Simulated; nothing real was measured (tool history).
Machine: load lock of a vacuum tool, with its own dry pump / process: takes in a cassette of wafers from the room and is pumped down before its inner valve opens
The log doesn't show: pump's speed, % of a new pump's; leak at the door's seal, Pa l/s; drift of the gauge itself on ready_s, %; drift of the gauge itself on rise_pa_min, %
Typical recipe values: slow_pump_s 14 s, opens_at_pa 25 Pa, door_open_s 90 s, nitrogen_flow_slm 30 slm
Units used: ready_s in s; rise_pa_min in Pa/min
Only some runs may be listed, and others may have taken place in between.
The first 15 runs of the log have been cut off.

| run | hour | slow_pump_s | opens_at_pa | door_open_s | nitrogen_flow_slm | hours that the pump has run since its overhaul | times that the door has closed on its seal | incoming humidity of the room's air, % | ready_s | rise_pa_min |
|---|---|---|---|---|---|---|---|---|---|---|
| 16 | 3496.9 | 14 | 25 | 68 | 16 | 4907 | 7850 | 46.9 | 23.9 | 0.106 |
| 17 | 3804.4 | 14 | 23 | 68 | 16 | 5215 | 8449 | 43.4 | 24.2 | 0.105 |
| 18 | 3968.6 | 14 | 23 | 68 | 16 | 5379 | 8768 | 46.4 | 24.3 | 0.114 |
| 19 | 4105.6 | 14 | 25 | 90 | 30 | 5516 | 9035 | 46.7 | 24.4 | 0.109 |
| 20 | 4350.5 | 14 | 25 | 49 | 30 | 5761 | 9511 | 44.1 | 24.6 | 0.089 |
| 21 | 4512 | 14 | 25 | 49 | 30 | 5922 | 9826 | 47 | 24.3 | 0.095 |
| 22 | 4692.6 | 14 | 25 | 49 | 30 | 6103 | 10177 | 41.9 | 24.1 | 0.091 |
| 23 | 4980.8 | 14 | 25 | 80 | 30 | 6391 | 10738 | 43.7 | 24.7 | 0.117 |
| 24 | 5205.3 | 14 | 25 | 80 | 30 | 6616 | 11175 | 40.7 | 24.2 | 0.108 |
| 25 | 5341 | 14 | 21 | 67 | 45 | 6751 | 11439 | 45.6 | 24.6 | 0.108 |
| 26 | 5582 | 14 | 21 | 67 | 45 | 6992 | 11908 | 45 | 24.8 | 0.107 |
| 27 | 5745.7 | 14 | 21 | 67 | 45 | 7156 | 12227 | 47.5 | 24.7 | 0.11 |
| 28 | 5930.4 | 14 | 21 | 67 | 45 | 7341 | 12586 | 43.4 | 24.6 | 0.108 |
| 29 | 6078.7 | 15 | 25 | 90 | 5 | 7489 | 12875 | 43.5 | 25.6 | 0.169 |
| 30 | 6390.5 | 15 | 43 | 90 | 5 | 7801 | 13481 | 48.2 | 24.4 | 0.18 |
| 31 | 6689 | 15 | 43 | 90 | 5 | 8099 | 14062 | 49.3 | 24.5 | 0.189 |
| 32 | 6878.8 | 14 | 41 | 140 | 9 | 8289 | 14432 | 44.3 | 23.9 | 0.198 |
| 33 | 7153.8 | 14 | 20 | 31 | 6 | 8564 | 14967 | 46.4 | 24.8 | 0.14 |
| 34 | 7422 | 14 | 43 | 168 | 6 | 8832 | 15489 | 40.5 | 24 | 0.232 |
| 35 | 7551.6 | 14 | 43 | 168 | 6 | 8962 | 15741 | 45.7 | 23.5 | 0.247 |
| 36 | 7826.3 | 14 | 25 | 148 | 41 | 9237 | 16276 | 44.7 | 25 | 0.171 |
| 37 | 8024 | 8 | 29 | 238 | 19 | 9434 | 16660 | 45.5 | 20 | 0.245 |

3 options for the next run, each taken on its own from the tool as it stands now. Forecast them:
| A | 8327.3 | 8 | 29 | 238 | 40 | 9738 | 17251 | 45.5 | ? | ? |
| B | 8327.3 | 8 | 21 | 238 | 4 | 9738 | 17251 | 44.8 | ? | ? |
| C | 8327.3 | 28 | 25 | 90 | 16 | 9738 | 17251 | 42.5 | ? | ? |

| run | ready_s | rise_pa_min |
|---|---|---|
| A | 19.3 | 0.205 |
| B | 20.2 | 0.307 |
| C | 36.4 | 0.178 |
Without the tool's hidden state the same runs would have given:
| run | ready_s | rise_pa_min |
|---|---|---|
| A | 18.1 | 0.094 |
| B | 18.9 | 0.196 |
| C | 35.5 | 0.067 |
